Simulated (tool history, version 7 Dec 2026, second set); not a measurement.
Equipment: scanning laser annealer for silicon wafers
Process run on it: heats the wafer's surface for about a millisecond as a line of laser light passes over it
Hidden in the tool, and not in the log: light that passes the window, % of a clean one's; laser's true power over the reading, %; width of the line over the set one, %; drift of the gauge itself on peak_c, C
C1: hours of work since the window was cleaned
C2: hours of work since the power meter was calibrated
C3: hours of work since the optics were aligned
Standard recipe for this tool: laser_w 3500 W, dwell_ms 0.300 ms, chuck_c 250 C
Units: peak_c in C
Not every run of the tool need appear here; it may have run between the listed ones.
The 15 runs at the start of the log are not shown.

{"run": 16, "hour": 115.7, "laser_w": 3500, "dwell_ms": 0.3, "chuck_c": 250, "C1": 71, "C2": 164, "C3": 180, "peak_c": 946}
{"run": 17, "hour": 126.9, "laser_w": 3471, "dwell_ms": 0.346, "chuck_c": 250, "C1": 76, "C2": 170, "C3": 186, "peak_c": 999}
{"run": 18, "hour": 134.4, "laser_w": 3471, "dwell_ms": 0.346, "chuck_c": 250, "C1": 80, "C2": 174, "C3": 190, "peak_c": 1004}
{"hour": 140.0, "done": "optics aligned, line set to its width"}
{"run": 19, "hour": 146.0, "laser_w": 3471, "dwell_ms": 0.346, "chuck_c": 250, "C1": 83, "C2": 177, "C3": 3, "peak_c": 1003}
{"run": 20, "hour": 156.8, "laser_w": 3471, "dwell_ms": 0.346, "chuck_c": 227, "C1": 89, "C2": 183, "C3": 9, "peak_c": 977}
{"hour": 164.2, "done": "optics aligned, line set to its width, once more"}
{"run": 21, "hour": 171.0, "laser_w": 3547, "dwell_ms": 0.356, "chuck_c": 245, "C1": 94, "C2": 187, "C3": 3, "peak_c": 1026}
{"run": 22, "hour": 176.6, "laser_w": 3547, "dwell_ms": 0.356, "chuck_c": 245, "C1": 97, "C2": 190, "C3": 6, "peak_c": 1024}
{"run": 23, "hour": 181.5, "laser_w": 3547, "dwell_ms": 0.261, "chuck_c": 222, "C1": 99, "C2": 193, "C3": 9, "peak_c": 874}
{"run": 24, "hour": 187.7, "laser_w": 3547, "dwell_ms": 0.297, "chuck_c": 286, "C1": 102, "C2": 196, "C3": 12, "peak_c": 983}
{"run": 25, "hour": 194.3, "laser_w": 3547, "dwell_ms": 0.211, "chuck_c": 286, "C1": 106, "C2": 199, "C3": 15, "peak_c": 860}
{"run": 26, "hour": 203.1, "laser_w": 3547, "dwell_ms": 0.211, "chuck_c": 286, "C1": 110, "C2": 204, "C3": 20, "peak_c": 859}
{"run": 27, "hour": 213.7, "laser_w": 3728, "dwell_ms": 0.363, "chuck_c": 280, "C1": 115, "C2": 209, "C3": 25, "peak_c": 1115}
{"run": 28, "hour": 220.7, "laser_w": 3832, "dwell_ms": 0.363, "chuck_c": 282, "C1": 119, "C2": 213, "C3": 29, "peak_c": 1139}
{"run": 29, "hour": 226.0, "laser_w": 3832, "dwell_ms": 0.363, "chuck_c": 282, "C1": 122, "C2": 215, "C3": 31, "peak_c": 1142}
{"run": 30, "hour": 236.0, "laser_w": 3603, "dwell_ms": 0.3, "chuck_c": 250, "C1": 127, "C2": 220, "C3": 37, "peak_c": 968}

Branching from run 30: 5 alternative next runs. What would each branch give?
{"run": "A", "hour": 241.2, "laser_w": 3500, "dwell_ms": 0.3, "chuck_c": 223, "C1": 129, "C2": 223, "C3": 39, "peak_c": "?"}
{"run": "B", "hour": 241.2, "laser_w": 3104, "dwell_ms": 0.3, "chuck_c": 250, "C1": 129, "C2": 223, "C3": 39, "peak_c": "?"}
{"run": "C", "hour": 241.2, "laser_w": 3417, "dwell_ms": 0.268, "chuck_c": 231, "C1": 129, "C2": 223, "C3": 39, "peak_c": "?"}
{"run": "D", "hour": 241.2, "laser_w": 3500, "dwell_ms": 0.27, "chuck_c": 253, "C1": 129, "C2": 223, "C3": 39, "peak_c": "?"}
{"run": "E", "hour": 241.2, "laser_w": 3367, "dwell_ms": 0.29, "chuck_c": 220, "C1": 129, "C2": 223, "C3": 39, "peak_c": "?"}

run=A peak_c=921
run=B peak_c=861
run=C peak_c=866
run=D peak_c=903
run=E peak_c=871
Stripped of hidden state, with their random variation kept, the same runs would have yielded:
run=A peak_c=926
run=B peak_c=867
run=C peak_c=871
run=D peak_c=909
run=E peak_c=877

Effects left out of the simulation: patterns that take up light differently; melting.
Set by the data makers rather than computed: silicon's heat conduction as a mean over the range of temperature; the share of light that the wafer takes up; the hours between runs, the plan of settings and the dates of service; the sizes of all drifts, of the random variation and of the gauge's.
